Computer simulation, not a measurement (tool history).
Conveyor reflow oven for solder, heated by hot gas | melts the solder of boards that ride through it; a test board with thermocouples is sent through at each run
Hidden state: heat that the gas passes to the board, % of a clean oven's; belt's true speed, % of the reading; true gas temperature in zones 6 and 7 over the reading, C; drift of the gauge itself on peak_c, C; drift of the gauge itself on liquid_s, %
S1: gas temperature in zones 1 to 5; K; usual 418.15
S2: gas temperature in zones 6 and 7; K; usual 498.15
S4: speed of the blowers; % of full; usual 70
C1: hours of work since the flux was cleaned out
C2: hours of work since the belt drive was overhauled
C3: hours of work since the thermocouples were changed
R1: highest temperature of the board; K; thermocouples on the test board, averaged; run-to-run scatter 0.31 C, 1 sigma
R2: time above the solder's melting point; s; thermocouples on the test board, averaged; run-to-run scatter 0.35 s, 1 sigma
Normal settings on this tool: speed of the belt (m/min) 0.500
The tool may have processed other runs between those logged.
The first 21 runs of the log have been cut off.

{"run": 22, "hour": 1128.7, "S1": 415.15, "S2": 495.15, "speed of the belt (m/min)": 0.558, "S4": 70, "C1": 60, "C2": 101, "C3": 183, "R1": 475.35, "R2": 41.4}
{"run": 23, "hour": 1172.1, "S1": 416.15, "S2": 498.15, "speed of the belt (m/min)": 0.43, "S4": 65, "C1": 91, "C2": 132, "C3": 213, "R1": 484.75, "R2": 70.1}
{"run": 24, "hour": 1246.7, "S1": 418.15, "S2": 498.15, "speed of the belt (m/min)": 0.4, "S4": 70, "C1": 143, "C2": 185, "C3": 266, "R1": 488.65, "R2": 81.1}
{"run": 25, "hour": 1280.4, "S1": 429.15, "S2": 499.15, "speed of the belt (m/min)": 0.5, "S4": 70, "C1": 167, "C2": 208, "C3": 290, "R1": 485.05, "R2": 65.7}
{"run": 26, "hour": 1342.9, "S1": 418.15, "S2": 498.15, "speed of the belt (m/min)": 0.5, "S4": 53, "C1": 211, "C2": 253, "C3": 334, "R1": 475.65, "R2": 47.3}
{"run": 27, "hour": 1416.2, "S1": 418.15, "S2": 498.15, "speed of the belt (m/min)": 0.452, "S4": 77, "C1": 263, "C2": 304, "C3": 386, "R1": 486.25, "R2": 70.3}
{"run": 28, "hour": 1454.6, "S1": 406.15, "S2": 498.15, "speed of the belt (m/min)": 0.452, "S4": 72, "C1": 290, "C2": 331, "C3": 413, "R1": 483.95, "R2": 60.7}
{"run": 29, "hour": 1503.3, "S1": 406.15, "S2": 498.15, "speed of the belt (m/min)": 0.452, "S4": 72, "C1": 325, "C2": 366, "C3": 447, "R1": 483.95, "R2": 61.3}
{"run": 30, "hour": 1570.7, "S1": 427.15, "S2": 493.15, "speed of the belt (m/min)": 0.5, "S4": 70, "C1": 372, "C2": 413, "C3": 495, "R1": 480.45, "R2": 59.5}
{"run": 31, "hour": 1645.5, "S1": 406.15, "S2": 493.15, "speed of the belt (m/min)": 0.5, "S4": 70, "C1": 425, "C2": 466, "C3": 548, "R1": 475.25, "R2": 44.0}

Consider 3 possible next runs. They are alternatives, not a sequence: every one starts from the tool as it was left by run 31. What does each give?
{"run": "A", "hour": 1689.5, "S1": 406.15, "S2": 493.15, "speed of the belt (m/min)": 0.468, "S4": 70, "C1": 456, "C2": 497, "C3": 579, "R1": "?", "R2": "?"}
{"run": "B", "hour": 1689.5, "S1": 423.15, "S2": 498.15, "speed of the belt (m/min)": 0.427, "S4": 70, "C1": 456, "C2": 497, "C3": 579, "R1": "?", "R2": "?"}
{"run": "C", "hour": 1689.5, "S1": 432.15, "S2": 491.15, "speed of the belt (m/min)": 0.5, "S4": 67, "C1": 456, "C2": 497, "C3": 579, "R1": "?", "R2": "?"}

run=A R1=478.25 R2=51.6
run=B R1=487.75 R2=78.1
run=C R1=478.15 R2=61.1
Had the tool no hidden state, the same runs would have come out as:
run=A R1=477.95 R2=51.6
run=B R1=487.05 R2=77.4
run=C R1=477.55 R2=60.7
